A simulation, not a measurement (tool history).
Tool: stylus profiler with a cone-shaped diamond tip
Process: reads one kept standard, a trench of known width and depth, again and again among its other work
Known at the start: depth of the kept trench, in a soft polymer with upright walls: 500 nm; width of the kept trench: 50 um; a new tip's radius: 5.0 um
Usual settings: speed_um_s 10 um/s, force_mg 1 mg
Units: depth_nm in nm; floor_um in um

| run | hour | speed_um_s | force_mg | depth_nm | floor_um |
|---|---|---|---|---|---|
| 1 | 0 | 10 | 1 | 505.13 | 44.21 |
| 2 | 57.7 | 10 | 0.74 | 504.27 | 44 |
| 3 | 111.2 | 10 | 1 | 505.13 | 43.79 |
| 4 | 144.4 | 3 | 1 | 505.43 | 43.69 |
| 5 | 184.8 | 3 | 1 | 505.55 | 43.58 |
| 6 | 212.4 | 3 | 1 | 505.31 | 43.5 |
| 7 | 260.2 | 30 | 1 | 505.75 | 43.08 |
| 8 | 293.2 | 10 | 1.27 | 506.61 | 43.12 |
|  | 299.2 | height scale calibrated on a step standard |
| 9 | 331.9 | 10 | 1.27 | 506.88 | 43.06 |
| 10 | 382.1 | 10 | 1.27 | 506.98 | 42.92 |
| 11 | 411 | 4 | 0.57 | 504.8 | 42.86 |
| 12 | 442.3 | 21 | 2.84 | 511.22 | 42.72 |
| 13 | 500.4 | 10 | 0.95 | 506.01 | 42.58 |

4 ways to go on from here, each from the tool as it stands after run 13. What would each give?
| A | 561.7 | 26 | 1.27 | ? | ? |
| B | 561.7 | 12 | 0.98 | ? | ? |
| C | 561.7 | 6 | 1 | ? | ? |
| D | 561.7 | 11 | 1 | ? | ? |

| run | depth_nm | floor_um |
|---|---|---|
| A | 507.38 | 42.23 |
| B | 506.38 | 42.37 |
| C | 506.71 | 42.43 |
| D | 506.56 | 42.35 |
Without the tool's hidden state the same runs would have given:
| run | depth_nm | floor_um |
|---|---|---|
| A | 505.49 | 45.39 |
| B | 504.49 | 45.53 |
| C | 504.82 | 45.59 |
| D | 504.68 | 45.51 |
